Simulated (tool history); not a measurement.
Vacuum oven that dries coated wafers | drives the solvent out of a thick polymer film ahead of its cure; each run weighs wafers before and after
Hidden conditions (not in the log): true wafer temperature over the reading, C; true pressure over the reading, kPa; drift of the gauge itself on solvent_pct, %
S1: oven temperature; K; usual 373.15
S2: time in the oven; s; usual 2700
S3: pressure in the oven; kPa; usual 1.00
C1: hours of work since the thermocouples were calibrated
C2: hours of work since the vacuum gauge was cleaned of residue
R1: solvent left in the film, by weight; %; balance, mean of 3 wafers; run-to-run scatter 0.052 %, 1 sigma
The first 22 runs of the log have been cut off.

{"hour": 1653.5, "done": "oven's thermocouples calibrated"}
{"run": 23, "hour": 1693.1, "S1": 361.15, "S2": 4440, "S3": 1.0, "C1": 30, "C2": 431, "R1": 2.82}
{"run": 24, "hour": 1774.2, "S1": 361.15, "S2": 4440, "S3": 1.0, "C1": 91, "C2": 492, "R1": 2.79}
{"run": 25, "hour": 1846.8, "S1": 366.15, "S2": 2700, "S3": 2.03, "C1": 147, "C2": 547, "R1": 3.68}
{"run": 26, "hour": 1904.4, "S1": 366.15, "S2": 2700, "S3": 2.03, "C1": 190, "C2": 591, "R1": 3.55}
{"run": 27, "hour": 1972.9, "S1": 368.15, "S2": 1740, "S3": 1.19, "C1": 242, "C2": 643, "R1": 4.27}
{"run": 28, "hour": 2036.4, "S1": 373.15, "S2": 2580, "S3": 2.16, "C1": 290, "C2": 691, "R1": 2.09}
{"run": 29, "hour": 2099.3, "S1": 371.15, "S2": 1800, "S3": 3.65, "C1": 338, "C2": 738, "R1": 4.12}
{"run": 30, "hour": 2169.5, "S1": 363.15, "S2": 4020, "S3": 0.67, "C1": 391, "C2": 792, "R1": 2.4}

Consider 3 possible next runs. They are alternatives, not a sequence: every one starts from the tool as it was left by run 30. What does each give?
{"run": "A", "hour": 2271.3, "S1": 367.15, "S2": 2160, "S3": 0.61, "C1": 468, "C2": 869, "R1": "?"}
{"run": "B", "hour": 2271.3, "S1": 375.15, "S2": 3240, "S3": 2.82, "C1": 468, "C2": 869, "R1": "?"}
{"run": "C", "hour": 2271.3, "S1": 373.15, "S2": 2700, "S3": 3.15, "C1": 468, "C2": 869, "R1": "?"}

run=A R1=3.63
run=B R1=1.45
run=C R1=2.25
Without the tool's unlogged condition, the same runs would have read:
run=A R1=3.60
run=B R1=1.43
run=C R1=2.22
